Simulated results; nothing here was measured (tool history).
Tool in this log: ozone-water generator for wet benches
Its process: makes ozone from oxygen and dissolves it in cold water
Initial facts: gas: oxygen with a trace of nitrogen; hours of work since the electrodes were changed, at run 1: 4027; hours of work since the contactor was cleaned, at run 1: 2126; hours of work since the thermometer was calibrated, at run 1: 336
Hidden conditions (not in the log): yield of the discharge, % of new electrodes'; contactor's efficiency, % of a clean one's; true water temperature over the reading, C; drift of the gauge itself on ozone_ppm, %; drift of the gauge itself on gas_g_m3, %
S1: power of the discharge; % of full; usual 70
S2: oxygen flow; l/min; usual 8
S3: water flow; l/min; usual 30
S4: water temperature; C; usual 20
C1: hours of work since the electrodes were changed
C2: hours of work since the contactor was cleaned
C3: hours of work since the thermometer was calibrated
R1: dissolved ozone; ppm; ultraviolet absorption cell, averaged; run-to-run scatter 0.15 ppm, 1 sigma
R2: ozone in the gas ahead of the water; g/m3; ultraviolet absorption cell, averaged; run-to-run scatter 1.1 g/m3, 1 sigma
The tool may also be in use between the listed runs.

run 1 hour=0 | S1=70 S2=8 S3=30 S4=20 | C1=4027 C2=2126 C3=336 | R1=15.1 R2=154.6
run 2 hour=144.8 | S1=70 S2=8 S3=30 S4=20 | C1=4119 C2=2219 C3=429 | R1=15 R2=155.1
run 3 hour=316.7 | S1=70 S2=8 S3=30 S4=20 | C1=4230 C2=2329 C3=539 | R1=14.7 R2=154
run 4 hour=420.6 | S1=70 S2=8 S3=30 S4=20 | C1=4296 C2=2396 C3=606 | R1=14.7 R2=153.5
run 5 hour=526.6 | S1=70 S2=8 S3=30 S4=20 | C1=4364 C2=2464 C3=674 | R1=14.6 R2=152.3
run 6 hour=692 | S1=70 S2=8 S3=30 S4=20 | C1=4470 C2=2570 C3=780 | R1=14.5 R2=151.5
run 7 hour=767.9 | S1=70 S2=8 S3=30 S4=20 | C1=4519 C2=2618 C3=828 | R1=14.1 R2=152.1
run 8 hour=905.1 | S1=60 S2=8 S3=30 S4=20 | C1=4607 C2=2706 C3=916 | R1=13.1 R2=140
run 9 hour=1039.4 | S1=60 S2=8 S3=26 S4=20 | C1=4693 C2=2792 C3=1002 | R1=14.9 R2=138.3
run 10 hour=1187.2 | S1=60 S2=8 S3=26 S4=20 | C1=4788 C2=2887 C3=1097 | R1=14.8 R2=138.5
run 11 hour=1329.3 | S1=60 S2=8 S3=26 S4=20 | C1=4879 C2=2978 C3=1188 | R1=14.9 R2=139.1
run 12 hour=1412.7 | S1=60 S2=8 S3=26 S4=20 | C1=4932 C2=3032 C3=1242 | R1=14.8 R2=139.6
run 13 hour=1515.5 | S1=60 S2=8 S3=26 S4=20 | C1=4998 C2=3098 C3=1308 | R1=14.7 R2=138.5
run 14 hour=1607.1 | S1=70 S2=8 S3=30 S4=20 | C1=5057 C2=3156 C3=1366 | R1=13.9 R2=145.4
run 15 hour=1731.2 | S1=70 S2=8 S3=30 S4=20 | C1=5137 C2=3236 C3=1446 | R1=13.6 R2=146.4
run 16 hour=1801.7 | S1=70 S2=8 S3=30 S4=20 | C1=5182 C2=3281 C3=1491 | R1=13.7 R2=143.4
-- hour=1954.2 electrodes of the discharge changed
run 17 hour=1955 | S1=70 S2=8 S3=30 S4=20 | C1=1 C2=3376 C3=1586 | R1=18.5 R2=197.2
run 18 hour=2072.2 | S1=70 S2=4.58 S3=30 S4=20 | C1=76 C2=3451 C3=1661 | R1=17.2 R2=257
run 19 hour=2212.8 | S1=70 S2=5.29 S3=30 S4=27 | C1=166 C2=3541 C3=1751 | R1=16.1 R2=236.7
-- hour=2240.7 contactor cleaned
run 20 hour=2344.9 | S1=70 S2=5.29 S3=30 S4=27 | C1=248 C2=67 C3=1833 | R1=15.6 R2=237.6
run 21 hour=2489 | S1=70 S2=5.29 S3=30 S4=27 | C1=340 C2=159 C3=1925 | R1=15.6 R2=236
run 22 hour=2659.9 | S1=84 S2=8 S3=30 S4=20 | C1=450 C2=269 C3=2035 | R1=19.3 R2=211.3
-- hour=2752.3 contactor cleaned, once more
run 23 hour=2768 | S1=98 S2=8 S3=24 S4=20 | C1=517 C2=10 C3=2102 | R1=27.1 R2=230
run 24 hour=2923.4 | S1=48 S2=6.78 S3=24 S4=18 | C1=616 C2=110 C3=2201 | R1=18.8 R2=169.4
run 25 hour=3012.9 | S1=48 S2=6.78 S3=24 S4=18 | C1=674 C2=167 C3=2259 | R1=18.7 R2=169.8
run 26 hour=3148 | S1=48 S2=6.78 S3=24 S4=18 | C1=760 C2=254 C3=2345 | R1=18.5 R2=169.6
run 27 hour=3267.6 | S1=48 S2=6.78 S3=24 S4=18 | C1=837 C2=330 C3=2422 | R1=18.7 R2=168.4
run 28 hour=3439 | S1=48 S2=6.78 S3=24 S4=18 | C1=947 C2=440 C3=2532 | R1=18.2 R2=167.2
run 29 hour=3612 | S1=53 S2=10.57 S3=48 S4=20 | C1=1058 C2=551 C3=2643 | R1=10.3 R2=141.9
run 30 hour=3769.5 | S1=59 S2=5.86 S3=28 S4=28 | C1=1159 C2=652 C3=2744 | R1=15.3 R2=197.1
run 31 hour=3855.9 | S1=59 S2=5.86 S3=28 S4=28 | C1=1214 C2=708 C3=2799 | R1=15.3 R2=197
run 32 hour=4017.9 | S1=59 S2=5.86 S3=28 S4=28 | C1=1318 C2=811 C3=2903 | R1=15.2 R2=196.6
-- hour=4068.9 water thermometer calibrated
run 33 hour=4093.9 | S1=59 S2=5.86 S3=28 S4=28 | C1=1366 C2=860 C3=16 | R1=15.3 R2=195.8
run 34 hour=4263.1 | S1=59 S2=5.86 S3=28 S4=28 | C1=1475 C2=968 C3=125 | R1=15.1 R2=194.9

For each entry between runs, how does the tool's hidden state at the last listed run before it compare with that at the first listed run after it?
Run 16 -> run 17: electrodes of the discharge changed (hour 1954.2)
  yield of the discharge, % of new electrodes': 74.2 -> 100.3; contactor's efficiency, % of a clean one's: 92.3 -> 92.1; true water temperature over the reading, C: 0.18 -> 0.19
  what was measured, less what the result would be without the hidden state, R1: -5.6 -> -0.9 ppm; R2: -50.1 -> +0.7 g/m3
Run 19 -> run 20: contactor cleaned (hour 2240.7)
  yield of the discharge, % of new electrodes': 99.6 -> 99.2; contactor's efficiency, % of a clean one's: 91.8 -> 86.7; true water temperature over the reading, C: 0.21 -> 0.22
  what was measured, less what the result would be without the hidden state, R1: -0.9 -> -1.5 ppm; R2: -0.9 -> -1.8 g/m3
Run 22 -> run 23: contactor cleaned, once more (hour 2752.3)
  yield of the discharge, % of new electrodes': 98.3 -> 98; contactor's efficiency, % of a clean one's: 86.3 -> 99.2; true water temperature over the reading, C: 0.24 -> 0.25
  what was measured, less what the result would be without the hidden state, R1: -2.1 -> -0.8 ppm; R2: -4 -> -5.5 g/m3
Run 32 -> run 33: water thermometer calibrated (hour 4068.9)
  yield of the discharge, % of new electrodes': 94.2 -> 94; contactor's efficiency, % of a clean one's: 97.5 -> 97.4; true water temperature over the reading, C: 0.34 -> -0.05
  what was measured, less what the result would be without the hidden state, R1: -1.1 -> -1.1 ppm; R2: -10.9 -> -11.4 g/m3
